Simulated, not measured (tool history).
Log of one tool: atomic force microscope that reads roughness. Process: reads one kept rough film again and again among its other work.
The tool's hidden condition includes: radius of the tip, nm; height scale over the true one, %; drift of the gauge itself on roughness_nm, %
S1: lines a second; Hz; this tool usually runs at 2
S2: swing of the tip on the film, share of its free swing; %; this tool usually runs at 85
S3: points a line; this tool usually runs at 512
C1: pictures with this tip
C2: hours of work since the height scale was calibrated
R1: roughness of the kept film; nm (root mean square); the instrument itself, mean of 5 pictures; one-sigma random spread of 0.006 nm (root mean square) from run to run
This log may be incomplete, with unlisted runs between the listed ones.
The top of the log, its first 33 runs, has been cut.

run,hour,S1,S2,S3,C1,C2,R1
34,262.3,1.1,62,729,172,49,1.17
35,269.4,0.69,86,433,184,54,1.108
36,279.2,0.69,86,433,199,61,1.091
37,287.6,2.15,76,512,213,66,1.04
38,295.5,2.15,76,512,225,71,1.046
39,305.3,2,85,611,241,78,0.979
40,310.2,1.05,64,469,249,81,1.092
41,318.5,1.05,64,469,263,87,1.09
42,326.5,2.47,64,281,275,92,1.029
43,331.2,2.47,74,281,283,95,0.986
44,335.8,2.02,79,374,290,98,0.988
45,346.8,1.69,57,901,308,106,1.081
46,351.8,1.69,57,901,316,109,1.091
47,360.5,3.09,64,512,330,115,0.995
# hour 368.2: new tip fitted
48,371,1.49,89,258,4,121,1.1
49,380.1,1.93,80,730,19,127,1.144
50,390,1.93,80,730,35,134,1.133
51,400.1,1.05,89,573,51,141,1.148
52,406.7,3.22,77,537,62,145,1.056
53,412.2,3.22,77,537,71,149,1.069

3 ways to go on from here, each from the tool as it stands after run 53. What would each give?
A,419.2,2.4,85,759,82,153,?
B,419.2,2,72,339,82,153,?
C,419.2,3.66,85,512,82,153,?

run,R1
A,1.037
B,1.137
C,0.954
The same runs, with their run-to-run variation unchanged, on a tool lacking any hidden condition would have given:
run,R1
A,1.088
B,1.192
C,1.001
